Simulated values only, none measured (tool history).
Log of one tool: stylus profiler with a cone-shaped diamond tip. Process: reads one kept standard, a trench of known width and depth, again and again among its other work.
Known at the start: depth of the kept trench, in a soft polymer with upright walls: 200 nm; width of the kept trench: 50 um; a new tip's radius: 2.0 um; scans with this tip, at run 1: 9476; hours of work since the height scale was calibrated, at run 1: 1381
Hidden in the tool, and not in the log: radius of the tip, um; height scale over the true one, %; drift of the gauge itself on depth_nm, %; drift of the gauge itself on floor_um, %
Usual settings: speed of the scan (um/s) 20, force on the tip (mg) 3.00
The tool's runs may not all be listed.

run,hour,speed of the scan (um/s),force on the tip (mg),scans with this tip,hours of work since the height scale was calibrated,depth of the trench (Å),width of the trench's floor (nm)
1,0.0,20,3.00,9476,1381,2027.4,47700
2,48.0,7,3.00,9626,1403,2027.4,47770
3,135.0,64,3.00,9899,1443,2025.9,47440
# hour 208.4: new tip fitted, height scale calibrated
4,216.4,74,3.00,26,4,2040.1,47900
5,276.9,74,3.00,215,31,2038.1,47920
6,342.9,20,3.00,422,62,2036.8,48110
7,424.3,20,3.00,678,99,2038.1,48180
8,503.0,20,3.00,925,135,2037.2,48110
9,550.0,20,3.00,1072,156,2036.0,48100
10,609.6,68,3.00,1259,184,2037.4,47890
11,703.1,9,2.94,1553,226,2035.8,48140
12,755.9,7,1.51,1718,250,2023.9,48140
13,845.0,28,8.35,1998,291,2076.4,48090
14,912.9,63,4.44,2211,322,2048.7,47900
15,1015.0,16,2.89,2531,369,2034.8,48080
16,1098.6,20,7.97,2793,407,2070.6,48020
17,1140.5,43,7.31,2925,426,2068.2,47940
18,1229.4,6,2.67,3204,467,2032.5,48070
19,1290.8,6,2.67,3397,495,2032.3,48070

3 ways to go on from here, each from the tool as it stands after run 19. What would each give?
A,1354.6,7,3.00,3597,524,?,?
B,1354.6,7,4.12,3597,524,?,?
C,1354.6,44,2.67,3597,524,?,?

run,depth of the trench (Å),width of the trench's floor (nm)
A,2035.5,48040
B,2043.3,48050
C,2031.8,47850
Without the tool's hidden state the same runs would have given:
run,depth of the trench (Å),width of the trench's floor (nm)
A,2040.0,48220
B,2047.8,48230
C,2036.3,48020
